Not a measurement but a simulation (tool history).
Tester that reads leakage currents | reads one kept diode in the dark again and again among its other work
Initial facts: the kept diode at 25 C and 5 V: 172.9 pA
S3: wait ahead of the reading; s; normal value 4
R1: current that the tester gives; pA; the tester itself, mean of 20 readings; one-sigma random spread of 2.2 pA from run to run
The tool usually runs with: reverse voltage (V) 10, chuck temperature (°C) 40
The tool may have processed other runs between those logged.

Run 1, hour 0: usual settings. Result: R1 773.6 pA.
Run 2, hour 71.7: usual settings. Result: R1 774.45 pA.
Run 3, hour 134.4: usual settings but reverse voltage (V) 1.2. Result: R1 328.79 pA.
Run 4, hour 174.8: usual settings but reverse voltage (V) 11.1. Result: R1 814.32 pA.
Run 5, hour 247.4: usual settings but reverse voltage (V) 11.1. Result: R1 816.27 pA.
Run 6, hour 306.3: usual settings but reverse voltage (V) 11.1. Result: R1 818.75 pA.
Run 7, hour 362.1: usual settings but reverse voltage (V) 11.1. Result: R1 821.33 pA.
Run 8, hour 416.1: usual settings but reverse voltage (V) 11.1. Result: R1 819.11 pA.
Run 9, hour 474: usual settings but reverse voltage (V) 11.1. Result: R1 823.47 pA.
Run 10, hour 532.4: usual settings but reverse voltage (V) 16. Result: R1 958.54 pA.
Run 11, hour 586.1: usual settings but reverse voltage (V) 16. Result: R1 966.81 pA.
Run 12, hour 663.1: usual settings but reverse voltage (V) 16. Result: R1 963.76 pA.
Run 13, hour 728.3: usual settings but S3 0.44 s. Result: R1 803.84 pA.
Run 14, hour 793.3: usual settings but S3 0.44 s. Result: R1 808.58 pA.
Run 15, hour 851.1: usual settings but S3 0.44 s. Result: R1 813.16 pA.
Run 16, hour 891.4: usual settings but S3 0.44 s. Result: R1 808.12 pA.
Run 17, hour 926.9: usual settings but S3 0.44 s. Result: R1 813.41 pA.
Run 18, hour 1000.4: usual settings but chuck temperature (°C) 50. Result: R1 1651.12 pA.
Run 19, hour 1051.7: usual settings but chuck temperature (°C) 50. Result: R1 1659.11 pA.
Run 20, hour 1090.6: usual settings but chuck temperature (°C) 59. Result: R1 3045.92 pA.
Run 21, hour 1159.1: usual settings but chuck temperature (°C) 59. Result: R1 3073.82 pA.
Run 22, hour 1198: usual settings but reverse voltage (V) 1, chuck temperature (°C) 29. Result: R1 138.9 pA.
Run 23, hour 1250: usual settings but reverse voltage (V) 13.4, chuck temperature (°C) 29, S3 0.97 s. Result: R1 408 pA.
Run 24, hour 1284: usual settings but chuck temperature (°C) 21, S3 0.45 s. Result: R1 194.66 pA.
Run 25, hour 1343.7: usual settings but reverse voltage (V) 1.1, chuck temperature (°C) 48, S3 0.45 s. Result: R1 603.87 pA.
Run 26, hour 1382.3: usual settings but reverse voltage (V) 4.9, chuck temperature (°C) 30, S3 4.75 s. Result: R1 291 pA.
Run 27, hour 1456.4: usual settings but reverse voltage (V) 4.9, chuck temperature (°C) 30, S3 4.75 s. Result: R1 290.66 pA.
Run 28, hour 1498.6: usual settings but reverse voltage (V) 4.9, chuck temperature (°C) 30, S3 4.75 s. Result: R1 292.63 pA.
Run 29, hour 1548.2: usual settings but S3 1.18 s. Result: R1 832.76 pA.
Run 30, hour 1592.5: usual settings but reverse voltage (V) 7.9, chuck temperature (°C) 47, S3 4.05 s. Result: R1 1256.45 pA.
Run 31, hour 1661.9: usual settings but reverse voltage (V) 3.6, chuck temperature (°C) 44. Result: R1 737.83 pA.
Run 32, hour 1728.8: usual settings but reverse voltage (V) 2.4, chuck temperature (°C) 54, S3 0.31 s. Result: R1 1266.99 pA.
Run 33, hour 1804.1: usual settings but reverse voltage (V) 2.4, chuck temperature (°C) 54, S3 0.31 s. Result: R1 1272.35 pA.
Run 34, hour 1860.8: usual settings but chuck temperature (°C) 36. Result: R1 628.53 pA.
At hour 1877.2: chuck's temperature calibrated.
Run 35, hour 1936.8: usual settings but reverse voltage (V) 1.5, chuck temperature (°C) 58, S3 3.24 s. Result: R1 1226.71 pA.
Run 36, hour 2003.8: usual settings but reverse voltage (V) 3.4, chuck temperature (°C) 41, S3 3.24 s. Result: R1 516.87 pA.
Run 37, hour 2066.9: usual settings but reverse voltage (V) 3.4, chuck temperature (°C) 41, S3 3.24 s. Result: R1 521.52 pA.
Run 38, hour 2125.1: usual settings but reverse voltage (V) 3.4, chuck temperature (°C) 41, S3 3.24 s. Result: R1 524 pA.
Run 39, hour 2184.7: usual settings but reverse voltage (V) 17.5, chuck temperature (°C) 33, S3 1.2 s. Result: R1 573.18 pA.
Run 40, hour 2226.6: usual settings but reverse voltage (V) 2.7, chuck temperature (°C) 59. Result: R1 1687.64 pA.

Each row is a separate what-if for the run after 40, all from the same tool condition, not one after another. Results?
Run A, hour 2262: usual settings but S3 2.57 s. Result: R1 ?.
Run B, hour 2262: usual settings but reverse voltage (V) 2, chuck temperature (°C) 26, S3 4.78 s. Result: R1 ?.
Run C, hour 2262: usual settings but S3 4.53 s. Result: R1 ?.
Run D, hour 2262: usual settings but chuck temperature (°C) 24. Result: R1 ?.

run      R1
  A  755.54
  B  133.71
  C  759.26
  D  226.95
The same runs, with their run-to-run variation unchanged, on a tool lacking any hidden condition would have given:
run      R1
  A  739.28
  B  130.26
  C  742.91
  D  210.25
